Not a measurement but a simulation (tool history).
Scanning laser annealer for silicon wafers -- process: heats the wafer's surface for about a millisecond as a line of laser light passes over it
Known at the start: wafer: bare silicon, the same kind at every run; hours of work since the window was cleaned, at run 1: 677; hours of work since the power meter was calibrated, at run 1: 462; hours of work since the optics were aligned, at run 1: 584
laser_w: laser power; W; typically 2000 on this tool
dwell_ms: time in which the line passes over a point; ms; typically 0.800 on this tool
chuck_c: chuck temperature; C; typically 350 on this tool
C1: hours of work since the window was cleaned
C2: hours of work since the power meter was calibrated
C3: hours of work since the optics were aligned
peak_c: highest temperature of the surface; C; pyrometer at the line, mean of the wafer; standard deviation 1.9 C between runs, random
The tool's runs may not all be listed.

{"run": 1, "day": 0.0, "laser_w": 2000, "dwell_ms": 0.8, "chuck_c": 350, "C1": 677, "C2": 462, "C3": 584, "peak_c": 1046}
{"run": 2, "day": 0.838, "laser_w": 2000, "dwell_ms": 0.8, "chuck_c": 350, "C1": 692, "C2": 477, "C3": 599, "peak_c": 1044}
{"run": 3, "day": 1.821, "laser_w": 2000, "dwell_ms": 0.8, "chuck_c": 350, "C1": 710, "C2": 495, "C3": 617, "peak_c": 1044}
{"run": 4, "day": 3.0, "laser_w": 2000, "dwell_ms": 0.8, "chuck_c": 350, "C1": 732, "C2": 517, "C3": 639, "peak_c": 1041}
{"day": 4.05, "done": "window over the wafer cleaned"}
{"run": 5, "day": 4.346, "laser_w": 2000, "dwell_ms": 0.8, "chuck_c": 350, "C1": 5, "C2": 540, "C3": 662, "peak_c": 1084}
{"run": 6, "day": 5.942, "laser_w": 2000, "dwell_ms": 0.8, "chuck_c": 350, "C1": 35, "C2": 569, "C3": 691, "peak_c": 1081}
{"run": 7, "day": 7.375, "laser_w": 2000, "dwell_ms": 0.8, "chuck_c": 350, "C1": 61, "C2": 596, "C3": 717, "peak_c": 1082}
{"run": 8, "day": 8.25, "laser_w": 2000, "dwell_ms": 0.8, "chuck_c": 350, "C1": 77, "C2": 612, "C3": 733, "peak_c": 1081}
{"run": 9, "day": 9.638, "laser_w": 2000, "dwell_ms": 0.591, "chuck_c": 350, "C1": 103, "C2": 637, "C3": 759, "peak_c": 959}
{"run": 10, "day": 11.188, "laser_w": 2000, "dwell_ms": 0.8, "chuck_c": 350, "C1": 131, "C2": 666, "C3": 787, "peak_c": 1078}
{"run": 11, "day": 12.329, "laser_w": 2000, "dwell_ms": 0.8, "chuck_c": 350, "C1": 152, "C2": 687, "C3": 808, "peak_c": 1077}
{"day": 12.588, "done": "laser's power meter calibrated"}
{"run": 12, "day": 13.142, "laser_w": 2000, "dwell_ms": 0.8, "chuck_c": 350, "C1": 165, "C2": 10, "C3": 821, "peak_c": 1074}
{"run": 13, "day": 14.108, "laser_w": 2000, "dwell_ms": 0.8, "chuck_c": 350, "C1": 182, "C2": 28, "C3": 839, "peak_c": 1076}
{"run": 14, "day": 15.296, "laser_w": 2000, "dwell_ms": 0.8, "chuck_c": 350, "C1": 204, "C2": 50, "C3": 860, "peak_c": 1075}
{"run": 15, "day": 16.883, "laser_w": 2000, "dwell_ms": 0.8, "chuck_c": 350, "C1": 233, "C2": 79, "C3": 890, "peak_c": 1074}
{"run": 16, "day": 17.554, "laser_w": 2000, "dwell_ms": 0.943, "chuck_c": 350, "C1": 245, "C2": 91, "C3": 902, "peak_c": 1143}
{"run": 17, "day": 18.429, "laser_w": 2000, "dwell_ms": 0.692, "chuck_c": 338, "C1": 262, "C2": 107, "C3": 918, "peak_c": 999}
{"run": 18, "day": 19.142, "laser_w": 2000, "dwell_ms": 0.8, "chuck_c": 316, "C1": 275, "C2": 120, "C3": 931, "peak_c": 1035}
{"run": 19, "day": 20.508, "laser_w": 2000, "dwell_ms": 0.8, "chuck_c": 316, "C1": 300, "C2": 145, "C3": 956, "peak_c": 1034}
{"day": 21.204, "done": "laser's power meter calibrated, once more"}
{"run": 20, "day": 21.812, "laser_w": 2125, "dwell_ms": 0.8, "chuck_c": 316, "C1": 321, "C2": 11, "C3": 978, "peak_c": 1093}
{"run": 21, "day": 23.242, "laser_w": 2125, "dwell_ms": 0.8, "chuck_c": 336, "C1": 348, "C2": 37, "C3": 1004, "peak_c": 1110}
{"run": 22, "day": 24.762, "laser_w": 1893, "dwell_ms": 0.644, "chuck_c": 343, "C1": 376, "C2": 65, "C3": 1032, "peak_c": 928}
{"run": 23, "day": 25.921, "laser_w": 1893, "dwell_ms": 0.644, "chuck_c": 343, "C1": 397, "C2": 87, "C3": 1053, "peak_c": 922}

Measured result minus the same run's result without the hidden state. Both carry the same run-to-run variation, though not necessarily the same gauge scatter:
Hidden conditions of the tool in this case: light that passes the window, % of a clean one's; laser's true power over the reading, %; width of the line over the set one, %; drift of the gauge itself on peak_c, C.
run=1 peak_c=-51
run=2 peak_c=-51
run=3 peak_c=-53
run=4 peak_c=-54
run=5 peak_c=-9
run=6 peak_c=-10
run=7 peak_c=-13
run=8 peak_c=-13
run=9 peak_c=-12
run=10 peak_c=-17
run=11 peak_c=-18
run=12 peak_c=-20
run=13 peak_c=-21
run=14 peak_c=-22
run=15 peak_c=-24
run=16 peak_c=-27
run=17 peak_c=-24
run=18 peak_c=-27
run=19 peak_c=-29
run=20 peak_c=-30
run=21 peak_c=-32
run=22 peak_c=-26
run=23 peak_c=-27
